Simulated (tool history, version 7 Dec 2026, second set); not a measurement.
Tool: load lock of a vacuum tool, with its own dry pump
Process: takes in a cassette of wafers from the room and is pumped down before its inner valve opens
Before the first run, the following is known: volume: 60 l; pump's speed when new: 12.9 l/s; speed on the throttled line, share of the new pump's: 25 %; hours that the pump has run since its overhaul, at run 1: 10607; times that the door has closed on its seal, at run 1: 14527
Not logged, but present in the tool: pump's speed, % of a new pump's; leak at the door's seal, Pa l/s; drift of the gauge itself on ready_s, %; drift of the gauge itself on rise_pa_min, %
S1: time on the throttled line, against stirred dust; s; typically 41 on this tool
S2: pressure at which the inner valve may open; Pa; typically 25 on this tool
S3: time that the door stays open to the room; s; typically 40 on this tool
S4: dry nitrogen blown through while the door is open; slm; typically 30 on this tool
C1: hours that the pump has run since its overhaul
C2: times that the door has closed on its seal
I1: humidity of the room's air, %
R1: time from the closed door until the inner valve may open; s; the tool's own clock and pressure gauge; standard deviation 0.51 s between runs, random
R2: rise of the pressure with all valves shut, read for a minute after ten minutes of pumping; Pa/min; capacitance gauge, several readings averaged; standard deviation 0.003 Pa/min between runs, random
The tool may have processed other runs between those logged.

| run | day | S1 | S2 | S3 | S4 | C1 | C2 | I1 | R1 | R2 |
|---|---|---|---|---|---|---|---|---|---|---|
| 1 | 0 | 41 | 25 | 40 | 30 | 10607 | 14527 | 47.3 | 70.6 | 0.009 |
| 2 | 16.3 | 41 | 25 | 40 | 30 | 10998 | 15802 | 45.4 | 69.3 | 0.007 |
| 3 | 28.675 | 41 | 25 | 40 | 30 | 11295 | 16770 | 45.2 | 68.8 | 0.014 |
| 4 | 45.712 | 41 | 19 | 40 | 30 | 11704 | 18103 | 45.4 | 70.1 | 0.011 |
| 5 | 53.246 | 41 | 25 | 40 | 30 | 11885 | 18692 | 43.6 | 69.3 | 0.009 |
| 6 | 60.179 | 41 | 25 | 40 | 30 | 12052 | 19235 | 48.5 | 69.9 | 0.004 |
| 7 | 72.608 | 41 | 25 | 40 | 30 | 12350 | 20207 | 41.5 | 68.7 | 0.011 |
| 8 | 79.725 | 58 | 20 | 25 | 5 | 12521 | 20764 | 44.9 | 83.2 | 0.015 |
| 9 | 94.812 | 58 | 20 | 166 | 5 | 12883 | 21944 | 43 | 82.4 | 0.046 |
| 10 | 111.821 | 58 | 20 | 166 | 5 | 13291 | 23274 | 45.7 | 83.3 | 0.043 |
| 11 | 128.342 | 52 | 20 | 29 | 5 | 13687 | 24567 | 42.1 | 79.4 | 0.014 |
| 12 | 145.042 | 52 | 30 | 116 | 12 | 14088 | 25873 | 47.9 | 77.6 | 0.024 |
|  | 147.562 | door's seal changed, seat wiped |
| 13 | 161.192 | 24 | 30 | 116 | 6 | 14474 | 1066 | 43.1 | 55.2 | 0.031 |
| 14 | 171.921 | 24 | 30 | 116 | 6 | 14732 | 1905 | 41.6 | 56.5 | 0.03 |

Each row is a separate what-if for the run after 14, all from the same tool condition, not one after another. Results?
| A | 180.012 | 23 | 25 | 116 | 6 | 14926 | 2538 | 45.2 | ? | ? |
| B | 180.012 | 37 | 25 | 116 | 34 | 14926 | 2538 | 43.8 | ? | ? |
| C | 180.012 | 24 | 30 | 116 | 4 | 14926 | 2538 | 45.4 | ? | ? |

| run | R1 | R2 |
|---|---|---|
| A | 56.4 | 0.032 |
| B | 66.3 | 0.008 |
| C | 55.9 | 0.036 |
Without the tool's unlogged condition, the same runs would have read:
| run | R1 | R2 |
|---|---|---|
| A | 56.3 | 0.032 |
| B | 66.3 | 0.008 |
| C | 55.9 | 0.036 |

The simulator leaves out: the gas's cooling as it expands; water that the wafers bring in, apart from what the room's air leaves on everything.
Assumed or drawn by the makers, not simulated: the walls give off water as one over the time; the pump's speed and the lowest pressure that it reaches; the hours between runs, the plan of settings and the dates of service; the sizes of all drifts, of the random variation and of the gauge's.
